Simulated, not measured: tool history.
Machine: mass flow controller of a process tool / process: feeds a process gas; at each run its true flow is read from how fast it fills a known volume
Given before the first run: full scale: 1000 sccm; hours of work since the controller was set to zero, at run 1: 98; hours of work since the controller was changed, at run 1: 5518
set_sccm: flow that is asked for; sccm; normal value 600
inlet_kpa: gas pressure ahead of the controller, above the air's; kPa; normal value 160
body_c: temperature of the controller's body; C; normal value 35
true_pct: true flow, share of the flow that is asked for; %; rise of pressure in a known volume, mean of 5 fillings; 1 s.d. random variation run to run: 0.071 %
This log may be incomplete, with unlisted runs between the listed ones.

run	day	set_sccm	inlet_kpa	body_c	hours of work since the controller was set to zero	hours of work since the controller was changed	true_pct
1	0.000	600	160	35	98	5518	101.22
2	11.596	600	160	35	294	5714	101.40
3	23.629	600	241	35	498	5917	102.06
4	40.946	600	241	35	790	6210	102.10
5	58.154	600	241	26	1081	6501	101.96
6	68.550	600	160	35	1257	6676	101.91
7	89.196	600	160	35	1606	7025	102.12
8	104.517	600	160	35	1864	7284	102.35
9	118.267	600	209	35	2097	7516	102.75
10	130.712	424	270	40	2307	7727	103.59
11	151.992	374	270	40	2667	8086	104.05
12	170.762	152	160	33	2984	8403	105.53
13	181.354	600	210	35	3163	8582	103.35
14	191.917	301	169	24	3341	8761	103.77
15	205.158	131	174	24	3565	8985	106.89
16	225.583	552	155	35	3910	9330	103.58

Measured result minus the same run's result without the hidden state. Both carry the same run-to-run variation, though not necessarily the same gauge scatter:
Hidden state present: flow at rest that the sensor doesn't see, % of full scale; true flow over the shown one, %; drift of the gauge itself on true_pct, %.
run	true_pct
1	+1.42
2	+1.53
3	+1.65
4	+1.81
5	+1.99
6	+2.09
7	+2.29
8	+2.45
9	+2.57
10	+3.03
11	+3.45
12	+6.07
13	+3.19
14	+4.43
15	+7.75
16	+3.76
